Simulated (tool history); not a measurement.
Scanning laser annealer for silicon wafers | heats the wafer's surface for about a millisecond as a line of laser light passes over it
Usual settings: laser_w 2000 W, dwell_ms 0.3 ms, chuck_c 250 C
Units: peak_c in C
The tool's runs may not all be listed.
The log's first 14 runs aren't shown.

{"run": 15, "day": 15.708, "laser_w": 1751, "dwell_ms": 0.3, "chuck_c": 250, "peak_c": 822}
{"run": 16, "day": 16.883, "laser_w": 2000, "dwell_ms": 0.3, "chuck_c": 264, "peak_c": 939}
{"run": 17, "day": 17.717, "laser_w": 2000, "dwell_ms": 0.3, "chuck_c": 250, "peak_c": 923}
{"run": 18, "day": 19.133, "laser_w": 2000, "dwell_ms": 0.325, "chuck_c": 250, "peak_c": 954}
{"run": 19, "day": 20.062, "laser_w": 2000, "dwell_ms": 0.3, "chuck_c": 250, "peak_c": 918}
{"run": 20, "day": 21.592, "laser_w": 2000, "dwell_ms": 0.3, "chuck_c": 250, "peak_c": 921}
{"run": 21, "day": 22.604, "laser_w": 2000, "dwell_ms": 0.235, "chuck_c": 250, "peak_c": 830}
{"run": 22, "day": 23.388, "laser_w": 1935, "dwell_ms": 0.269, "chuck_c": 250, "peak_c": 852}
{"run": 23, "day": 24.3, "laser_w": 1790, "dwell_ms": 0.292, "chuck_c": 262, "peak_c": 835}
{"run": 24, "day": 25.225, "laser_w": 2077, "dwell_ms": 0.291, "chuck_c": 250, "peak_c": 935}
{"run": 25, "day": 26.512, "laser_w": 2077, "dwell_ms": 0.291, "chuck_c": 250, "peak_c": 933}
{"run": 26, "day": 27.271, "laser_w": 1725, "dwell_ms": 0.302, "chuck_c": 274, "peak_c": 830}
{"run": 27, "day": 27.996, "laser_w": 1747, "dwell_ms": 0.223, "chuck_c": 236, "peak_c": 713}
{"run": 28, "day": 29.471, "laser_w": 1747, "dwell_ms": 0.223, "chuck_c": 236, "peak_c": 706}
{"run": 29, "day": 30.688, "laser_w": 1946, "dwell_ms": 0.26, "chuck_c": 234, "peak_c": 824}

The next listed run, before its measurement:
{"run": 30, "day": 31.579, "laser_w": 2132, "dwell_ms": 0.26, "chuck_c": 251, "peak_c": "?"}

Run 30 gave peak_c 911 C.
Without the tool's hidden state the same run would have given peak_c 956 C.

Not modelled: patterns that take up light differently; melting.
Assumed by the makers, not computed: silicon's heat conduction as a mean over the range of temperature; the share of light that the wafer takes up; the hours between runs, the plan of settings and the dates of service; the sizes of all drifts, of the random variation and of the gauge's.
